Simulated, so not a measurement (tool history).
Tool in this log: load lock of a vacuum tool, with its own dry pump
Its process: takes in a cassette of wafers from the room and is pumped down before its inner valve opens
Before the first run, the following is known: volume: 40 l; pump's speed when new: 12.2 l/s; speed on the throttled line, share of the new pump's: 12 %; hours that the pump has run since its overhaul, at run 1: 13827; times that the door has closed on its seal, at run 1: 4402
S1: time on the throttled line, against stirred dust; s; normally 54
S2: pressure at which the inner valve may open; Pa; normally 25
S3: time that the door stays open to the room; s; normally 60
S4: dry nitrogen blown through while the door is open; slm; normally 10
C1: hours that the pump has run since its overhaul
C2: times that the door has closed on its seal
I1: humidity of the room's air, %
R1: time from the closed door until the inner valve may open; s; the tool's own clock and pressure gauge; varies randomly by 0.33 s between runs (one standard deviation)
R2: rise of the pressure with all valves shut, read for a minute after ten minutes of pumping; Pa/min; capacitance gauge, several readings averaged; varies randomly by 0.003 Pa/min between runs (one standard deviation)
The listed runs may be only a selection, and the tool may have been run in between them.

| run | hour | S1 | S2 | S3 | S4 | C1 | C2 | I1 | R1 | R2 |
|---|---|---|---|---|---|---|---|---|---|---|
| 1 | 0 | 54 | 25 | 60 | 10 | 13827 | 4402 | 45.9 | 78.4 | 0.104 |
| 2 | 687.1 | 54 | 25 | 60 | 10 | 14514 | 5412 | 44.6 | 78.4 | 0.122 |
| 3 | 1108.3 | 54 | 25 | 60 | 10 | 14935 | 6031 | 41.5 | 78.9 | 0.134 |
| 4 | 1477.2 | 54 | 25 | 60 | 10 | 15304 | 6574 | 43.7 | 78.7 | 0.145 |
| 5 | 1823.3 | 30 | 25 | 60 | 10 | 15650 | 7082 | 42.8 | 58.4 | 0.157 |
| 6 | 2365 | 30 | 25 | 60 | 10 | 16192 | 7879 | 43.6 | 58.3 | 0.167 |
| 7 | 2659.3 | 30 | 25 | 60 | 10 | 16486 | 8311 | 46.2 | 58.8 | 0.187 |
| 8 | 3320.7 | 54 | 25 | 60 | 10 | 17148 | 9284 | 47.8 | 79.3 | 0.204 |
| 9 | 3996.3 | 54 | 25 | 60 | 10 | 17823 | 10277 | 46.4 | 79.3 | 0.229 |
| 10 | 4281.6 | 54 | 25 | 60 | 10 | 18109 | 10696 | 40.3 | 80.3 | 0.233 |
| 11 | 4678.1 | 54 | 25 | 60 | 10 | 18505 | 11279 | 46.1 | 80.1 | 0.247 |
| 12 | 5172 | 54 | 25 | 60 | 10 | 18999 | 12005 | 43 | 80.1 | 0.272 |
| 13 | 5649.1 | 54 | 25 | 60 | 10 | 19476 | 12707 | 43.5 | 81 | 0.292 |
|  | 6141.3 | dry pump taken out, an overhauled one fitted |
| 14 | 6210.2 | 54 | 25 | 60 | 10 | 69 | 13523 | 45.8 | 75.7 | 0.315 |
| 15 | 6826 | 54 | 25 | 60 | 10 | 685 | 14428 | 44.5 | 75.1 | 0.344 |
| 16 | 7357.3 | 54 | 25 | 60 | 10 | 1216 | 15209 | 47.1 | 75.9 | 0.369 |
| 17 | 7973.4 | 54 | 25 | 60 | 41 | 1832 | 16115 | 47.3 | 74.9 | 0.369 |
| 18 | 8667.2 | 54 | 25 | 60 | 41 | 2526 | 17135 | 46.1 | 75.2 | 0.417 |
| 19 | 9006.9 | 54 | 25 | 60 | 41 | 2866 | 17634 | 47.4 | 75.5 | 0.426 |
| 20 | 9703.9 | 54 | 25 | 60 | 41 | 3563 | 18659 | 42 | 75.2 | 0.476 |
| 21 | 10070.1 | 39 | 25 | 30 | 10 | 3929 | 19197 | 44.1 | 62.3 | 0.507 |
| 22 | 10509.9 | 78 | 25 | 51 | 10 | 4369 | 19844 | 45.4 | 96.5 | 0.546 |
| 23 | 11140.5 | 55 | 25 | 33 | 10 | 4999 | 20771 | 46.3 | 76.9 | 0.582 |
| 24 | 11441.3 | 54 | 25 | 26 | 10 | 5300 | 21213 | 46.9 | 76.5 | 0.606 |
| 25 | 12093.9 | 54 | 25 | 26 | 10 | 5953 | 22172 | 42.9 | 76.4 | 0.656 |
| 26 | 12530.7 | 40 | 44 | 60 | 10 | 6389 | 22815 | 45.4 | 61.8 | 0.69 |
|  | 12683.3 | door's seal changed, seat wiped |
| 27 | 13180.5 | 40 | 44 | 60 | 10 | 7038 | 731 | 45 | 62 | 0.043 |
| 28 | 13701.5 | 54 | 25 | 56 | 11 | 7559 | 1497 | 44 | 76.5 | 0.047 |
| 29 | 14266.3 | 54 | 25 | 56 | 11 | 8124 | 2327 | 44.5 | 76.5 | 0.052 |
| 30 | 14606.2 | 54 | 25 | 56 | 11 | 8463 | 2827 | 43.7 | 76.3 | 0.06 |
| 31 | 15110.4 | 54 | 25 | 56 | 11 | 8968 | 3568 | 45.6 | 77.2 | 0.072 |

Run 32 is up next; what results do you expect?
| 32 | 15510.3 | 78 | 19 | 39 | 42 | 9367 | 4156 | 44.2 | ? | ? |

Run 32 measured R1 99.5 s, R2 0.061 Pa/min.
Had the tool carried no hidden state, the very same run would have given R1 97.7 s, R2 0.015 Pa/min.
